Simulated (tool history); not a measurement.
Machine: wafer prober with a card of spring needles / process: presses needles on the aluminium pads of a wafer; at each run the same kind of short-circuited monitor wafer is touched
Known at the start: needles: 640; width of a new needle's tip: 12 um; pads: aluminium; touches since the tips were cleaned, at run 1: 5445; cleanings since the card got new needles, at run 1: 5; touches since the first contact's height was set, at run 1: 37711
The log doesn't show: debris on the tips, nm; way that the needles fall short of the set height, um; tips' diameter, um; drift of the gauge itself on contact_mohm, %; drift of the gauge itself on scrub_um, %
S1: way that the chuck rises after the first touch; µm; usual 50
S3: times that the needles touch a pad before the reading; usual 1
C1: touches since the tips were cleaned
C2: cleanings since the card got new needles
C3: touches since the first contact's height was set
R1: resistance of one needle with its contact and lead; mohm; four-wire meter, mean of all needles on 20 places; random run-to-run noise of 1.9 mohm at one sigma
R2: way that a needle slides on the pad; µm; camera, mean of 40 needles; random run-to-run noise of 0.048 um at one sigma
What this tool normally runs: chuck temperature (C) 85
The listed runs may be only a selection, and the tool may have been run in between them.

Run 1, hour 0: usual settings; C1 5445; C2 5; C3 37711. Result: R1 373 mohm, R2 8.74 µm.
At hour 3.4: tips cleaned on abrasive film.
At hour 17.9: tips cleaned on abrasive film.
At hour 32.5: tips cleaned on abrasive film.
Run 2, hour 33.4: usual settings; C1 367; C2 8; C3 51369. Result: R1 234 mohm, R2 8.62 µm.
At hour 46.4: tips cleaned on abrasive film.
At hour 61.5: tips cleaned on abrasive film.
Run 3, hour 73.2: usual settings but S3 2; C1 4841; C2 10; C3 67678. Result: R1 304 mohm, R2 8.63 µm.
At hour 75.9: tips cleaned on abrasive film.
At hour 90.7: tips cleaned on abrasive film.
At hour 106.2: tips cleaned on abrasive film.
Run 4, hour 108.8: usual settings but chuck temperature (C) 57, S3 2; C1 1041; C2 13; C3 82216. Result: R1 241 mohm, R2 8.63 µm.
At hour 122.2: tips cleaned on abrasive film.
Run 5, hour 131.1: usual settings but chuck temperature (C) 57, S3 2; C1 3686; C2 14; C3 91387. Result: R1 290 mohm, R2 8.61 µm.
At hour 137.2: tips cleaned on abrasive film.
At hour 153.2: tips cleaned on abrasive film.
At hour 169: tips cleaned on abrasive film.
Run 6, hour 181.5: usual settings but chuck temperature (C) 57; C1 5144; C2 17; C3 112033. Result: R1 395 mohm, R2 8.61 µm.
At hour 184.9: tips cleaned on abrasive film.
At hour 201.2: tips cleaned on abrasive film.
At hour 216.6: tips cleaned on abrasive film.
Run 7, hour 216.9: usual settings but chuck temperature (C) 57; C1 130; C2 20; C3 126491. Result: R1 217 mohm, R2 8.51 µm.
At hour 232.5: tips cleaned on abrasive film.
Run 8, hour 237.9: usual settings; C1 2214; C2 21; C3 135115. Result: R1 313 mohm, R2 8.54 µm.
At hour 247.3: tips cleaned on abrasive film.
At hour 263.4: tips cleaned on abrasive film.
Run 9, hour 264.8: usual settings; C1 569; C2 23; C3 146124. Result: R1 251 mohm, R2 8.4 µm.
At hour 277.7: tips cleaned on abrasive film.
At hour 293.2: tips cleaned on abrasive film.
Run 10, hour 301: usual settings; C1 3209; C2 25; C3 160955. Result: R1 358 mohm, R2 8.44 µm.
At hour 307.6: tips cleaned on abrasive film.
At hour 322: tips cleaned on abrasive film.
Run 11, hour 332.9: usual settings; C1 4493; C2 27; C3 174014. Result: R1 378 mohm, R2 8.37 µm.
At hour 336: tips cleaned on abrasive film.
At hour 338.5: height of the first contact set anew.
At hour 351.6: tips cleaned on abrasive film.
At hour 366.9: tips cleaned on abrasive film.
Run 12, hour 377.4: usual settings but S1 37 µm; C1 4352; C2 30; C3 15947. Result: R1 494 mohm, R2 6.49 µm.
At hour 380.7: tips cleaned on abrasive film.
At hour 395.7: tips cleaned on abrasive film.
At hour 412: tips cleaned on abrasive film.
Run 13, hour 413.2: usual settings but S1 34 µm, chuck temperature (C) 57, S3 2; C1 498; C2 33; C3 30575. Result: R1 259 mohm, R2 5.88 µm.
At hour 428.3: tips cleaned on abrasive film.
At hour 442.5: tips cleaned on abrasive film.
At hour 458: tips cleaned on abrasive film.
Run 14, hour 460.5: usual settings but chuck temperature (C) 47, S3 2; C1 1023; C2 36; C3 49940. Result: R1 239 mohm, R2 8.71 µm.
At hour 473.8: tips cleaned on abrasive film.
At hour 488: tips cleaned on abrasive film.
Run 15, hour 489.2: usual settings but S1 60 µm, chuck temperature (C) 123; C1 493; C2 38; C3 61691. Result: R1 241 mohm, R2 10.32 µm.
At hour 502.5: tips cleaned on abrasive film.
At hour 517.2: tips cleaned on abrasive film.
Run 16, hour 518.1: usual settings but S1 49 µm, chuck temperature (C) 118; C1 391; C2 40; C3 73524. Result: R1 261 mohm, R2 8.48 µm.
At hour 530.7: tips cleaned on abrasive film.
At hour 544.6: tips cleaned on abrasive film.
Run 17, hour 544.6: usual settings but S1 37 µm, chuck temperature (C) 42; C1 0; C2 42; C3 84382. Result: R1 237 mohm, R2 6.32 µm.
At hour 560.3: tips cleaned on abrasive film.
At hour 575.5: tips cleaned on abrasive film.
Run 18, hour 575.8: usual settings but chuck temperature (C) 113, S3 2; C1 101; C2 44; C3 97122. Result: R1 224 mohm, R2 8.64 µm.
At hour 591.2: tips cleaned on abrasive film.
At hour 605.7: tips cleaned on abrasive film.
Run 19, hour 612.5: usual settings but chuck temperature (C) 113, S3 2; C1 2801; C2 46; C3 112198. Result: R1 289 mohm, R2 8.53 µm.
At hour 622.3: tips cleaned on abrasive film.
At hour 637.4: tips cleaned on abrasive film.
At hour 651.4: tips cleaned on abrasive film.
Run 20, hour 651.4: usual settings but S1 32 µm, chuck temperature (C) 70; C1 0; C2 49; C3 128088. Result: R1 265 mohm, R2 5.35 µm.

Each row is a separate what-if for the run after 20, all from the same tool condition, not one after another. Results?
At hour 666.9: tips cleaned on abrasive film.
At hour 680.4: tips cleaned on abrasive film.
Run A, hour 691.2: usual settings but S1 68 µm, chuck temperature (C) 63; C1 4447; C2 51; C3 144403. Result: R1 ?, R2 ?.
At hour 666.9: tips cleaned on abrasive film.
At hour 680.4: tips cleaned on abrasive film.
Run B, hour 691.2: usual settings but chuck temperature (C) 30; C1 4447; C2 51; C3 144403. Result: R1 ?, R2 ?.
At hour 666.9: tips cleaned on abrasive film.
At hour 680.4: tips cleaned on abrasive film.
Run C, hour 691.2: usual settings but S1 30 µm; C1 4447; C2 51; C3 144403. Result: R1 ?, R2 ?.
At hour 666.9: tips cleaned on abrasive film.
At hour 680.4: tips cleaned on abrasive film.
Run D, hour 691.2: usual settings but S1 41 µm, chuck temperature (C) 53, S3 2; C1 4447; C2 51; C3 144403. Result: R1 ?, R2 ?.

run   R1    R2
  A  316  11.6
  B  415  8.55
  C  765  4.89
  D  387  6.85
What these runs would have given with no unlogged condition in the tool:
run   R1     R2
  A  193  11.96
  B  189   8.91
  C  216   5.25
  D  197   7.21
